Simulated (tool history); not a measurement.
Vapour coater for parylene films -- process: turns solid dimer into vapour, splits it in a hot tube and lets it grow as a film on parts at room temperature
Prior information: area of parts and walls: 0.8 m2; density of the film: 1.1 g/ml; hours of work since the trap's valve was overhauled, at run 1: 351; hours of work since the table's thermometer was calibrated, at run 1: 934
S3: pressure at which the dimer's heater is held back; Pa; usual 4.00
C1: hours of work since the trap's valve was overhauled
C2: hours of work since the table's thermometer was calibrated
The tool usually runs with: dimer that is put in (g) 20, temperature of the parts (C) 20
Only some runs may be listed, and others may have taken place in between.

run 1 hour=0.0 | dimer_that_is_put_in_(g)=20 temperature_of_the_parts_(C)=20 S3=4.00 | C1=351 C2=934 | thickness_of_the_film_(nm)=14460
run 2 hour=46.9 | dimer_that_is_put_in_(g)=20 temperature_of_the_parts_(C)=20 S3=4.00 | C1=374 C2=957 | thickness_of_the_film_(nm)=14450
-- hour=106.6 trap's valve overhauled
run 3 hour=119.5 | dimer_that_is_put_in_(g)=20 temperature_of_the_parts_(C)=20 S3=4.00 | C1=6 C2=991 | thickness_of_the_film_(nm)=15180
run 4 hour=159.7 | dimer_that_is_put_in_(g)=20 temperature_of_the_parts_(C)=20 S3=4.00 | C1=26 C2=1010 | thickness_of_the_film_(nm)=15080
run 5 hour=213.2 | dimer_that_is_put_in_(g)=20 temperature_of_the_parts_(C)=20 S3=4.00 | C1=52 C2=1037 | thickness_of_the_film_(nm)=15050
run 6 hour=252.1 | dimer_that_is_put_in_(g)=20 temperature_of_the_parts_(C)=20 S3=4.00 | C1=71 C2=1056 | thickness_of_the_film_(nm)=14940
run 7 hour=305.8 | dimer_that_is_put_in_(g)=20 temperature_of_the_parts_(C)=20 S3=4.00 | C1=98 C2=1082 | thickness_of_the_film_(nm)=15070
run 8 hour=368.3 | dimer_that_is_put_in_(g)=20 temperature_of_the_parts_(C)=31 S3=4.00 | C1=128 C2=1113 | thickness_of_the_film_(nm)=12170
-- hour=376.0 table's thermometer calibrated
run 9 hour=443.8 | dimer_that_is_put_in_(g)=11 temperature_of_the_parts_(C)=31 S3=4.00 | C1=165 C2=33 | thickness_of_the_film_(nm)=6710
run 10 hour=512.8 | dimer_that_is_put_in_(g)=11 temperature_of_the_parts_(C)=31 S3=4.00 | C1=198 C2=67 | thickness_of_the_film_(nm)=6640
run 11 hour=553.7 | dimer_that_is_put_in_(g)=11 temperature_of_the_parts_(C)=31 S3=4.00 | C1=219 C2=87 | thickness_of_the_film_(nm)=6640
run 12 hour=588.6 | dimer_that_is_put_in_(g)=11 temperature_of_the_parts_(C)=31 S3=4.00 | C1=236 C2=104 | thickness_of_the_film_(nm)=6630
run 13 hour=664.5 | dimer_that_is_put_in_(g)=11 temperature_of_the_parts_(C)=31 S3=4.00 | C1=273 C2=141 | thickness_of_the_film_(nm)=6630
run 14 hour=711.6 | dimer_that_is_put_in_(g)=11 temperature_of_the_parts_(C)=31 S3=4.00 | C1=296 C2=164 | thickness_of_the_film_(nm)=6620
run 15 hour=769.5 | dimer_that_is_put_in_(g)=20 temperature_of_the_parts_(C)=18 S3=2.49 | C1=324 C2=193 | thickness_of_the_film_(nm)=15870
-- hour=796.3 table's thermometer calibrated, once more
run 16 hour=832.1 | dimer_that_is_put_in_(g)=12 temperature_of_the_parts_(C)=27 S3=8.40 | C1=354 C2=18 | thickness_of_the_film_(nm)=7180
run 17 hour=878.8 | dimer_that_is_put_in_(g)=32 temperature_of_the_parts_(C)=15 S3=3.57 | C1=377 C2=40 | thickness_of_the_film_(nm)=25570
-- hour=936.4 trap's valve overhauled
run 18 hour=951.5 | dimer_that_is_put_in_(g)=32 temperature_of_the_parts_(C)=15 S3=3.57 | C1=7 C2=74 | thickness_of_the_film_(nm)=26400
run 19 hour=999.2 | dimer_that_is_put_in_(g)=20 temperature_of_the_parts_(C)=13 S3=3.52 | C1=31 C2=97 | thickness_of_the_film_(nm)=17180
run 20 hour=1036.5 | dimer_that_is_put_in_(g)=20 temperature_of_the_parts_(C)=13 S3=3.52 | C1=49 C2=116 | thickness_of_the_film_(nm)=17370
run 21 hour=1093.1 | dimer_that_is_put_in_(g)=33 temperature_of_the_parts_(C)=27 S3=2.95 | C1=77 C2=143 | thickness_of_the_film_(nm)=22220
run 22 hour=1149.9 | dimer_that_is_put_in_(g)=32 temperature_of_the_parts_(C)=18 S3=2.95 | C1=105 C2=171 | thickness_of_the_film_(nm)=25220

Run 23, settings as shown, results not yet in. Your forecast:
run 23 hour=1189.2 | dimer_that_is_put_in_(g)=9 temperature_of_the_parts_(C)=22 S3=4.00 | C1=124 C2=191 | thickness_of_the_film_(nm)=?

{"run 23": {"thickness of the film (nm)": 6440}}
Minus the tool's unlogged condition, the same run would have read thickness of the film (nm) 6530.
